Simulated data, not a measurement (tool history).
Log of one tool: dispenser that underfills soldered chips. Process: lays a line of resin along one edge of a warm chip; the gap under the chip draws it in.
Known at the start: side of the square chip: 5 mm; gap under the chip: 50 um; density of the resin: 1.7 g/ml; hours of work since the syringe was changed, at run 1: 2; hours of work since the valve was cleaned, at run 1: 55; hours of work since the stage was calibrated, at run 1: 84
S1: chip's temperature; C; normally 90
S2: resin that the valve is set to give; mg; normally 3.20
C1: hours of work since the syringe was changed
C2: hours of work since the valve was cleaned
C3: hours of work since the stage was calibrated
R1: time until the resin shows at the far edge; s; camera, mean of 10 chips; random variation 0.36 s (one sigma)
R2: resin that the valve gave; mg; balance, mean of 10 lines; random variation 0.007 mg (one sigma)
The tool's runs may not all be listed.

| run | hour | S1 | S2 | C1 | C2 | C3 | R1 | R2 |
|---|---|---|---|---|---|---|---|---|
| 1 | 0.0 | 90 | 3.20 | 2 | 55 | 84 | 22.2 | 3.120 |
| 2 | 3.9 | 90 | 3.20 | 5 | 58 | 86 | 25.6 | 3.101 |
| 3 | 7.1 | 90 | 3.86 | 8 | 60 | 89 | 28.9 | 3.724 |
|  | 10.3 | new syringe of resin |
| 4 | 10.6 | 90 | 3.86 | 0 | 63 | 91 | 20.0 | 3.741 |
| 5 | 13.3 | 90 | 3.67 | 2 | 65 | 93 | 21.8 | 3.551 |
| 6 | 16.8 | 90 | 3.67 | 5 | 67 | 96 | 25.6 | 3.545 |
|  | 21.8 | dispensing valve cleaned and set on the balance |
| 7 | 22.2 | 100 | 3.20 | 8 | 0 | 99 | 20.5 | 3.208 |
|  | 24.5 | new syringe of resin |
| 8 | 26.7 | 100 | 3.35 | 2 | 3 | 102 | 14.5 | 3.338 |
| 9 | 31.5 | 80 | 2.83 | 5 | 7 | 106 | 41.6 | 2.823 |
| 10 | 34.7 | 105 | 4.00 | 8 | 9 | 108 | 15.0 | 3.981 |
| 11 | 36.7 | 105 | 4.00 | 9 | 11 | 110 | 17.6 | 3.988 |
|  | 38.1 | new syringe of resin |
| 12 | 39.7 | 93 | 4.00 | 1 | 13 | 112 | 17.7 | 3.973 |
| 13 | 42.1 | 91 | 3.31 | 3 | 15 | 113 | 22.1 | 3.274 |
| 14 | 44.2 | 90 | 3.99 | 5 | 16 | 115 | 24.7 | 3.947 |

Subtracting, for every run, the result it would have given without the tool's unlogged condition from the measured result gives the following. The same run-to-run variation enters both numbers; the gauge's scatter may not:
What the log doesn't record here: resin's viscosity, % of fresh resin's; dose that the valve gives, % of what is set; true chip temperature over the reading, C; drift of the gauge itself on fill_s, %; drift of the gauge itself on given_mg, %.
| run | R1 | R2 |
|---|---|---|
| 1 | +2.7 | -0.093 |
| 2 | +6.4 | -0.097 |
| 3 | +9.7 | -0.122 |
| 4 | +0.5 | -0.127 |
| 5 | +2.7 | -0.125 |
| 6 | +6.0 | -0.130 |
| 7 | +7.3 | -0.002 |
| 8 | +1.4 | -0.007 |
| 9 | +10.6 | -0.011 |
| 10 | +5.4 | -0.021 |
| 11 | +6.9 | -0.025 |
| 12 | +1.1 | -0.028 |
| 13 | +3.2 | -0.026 |
| 14 | +5.3 | -0.035 |
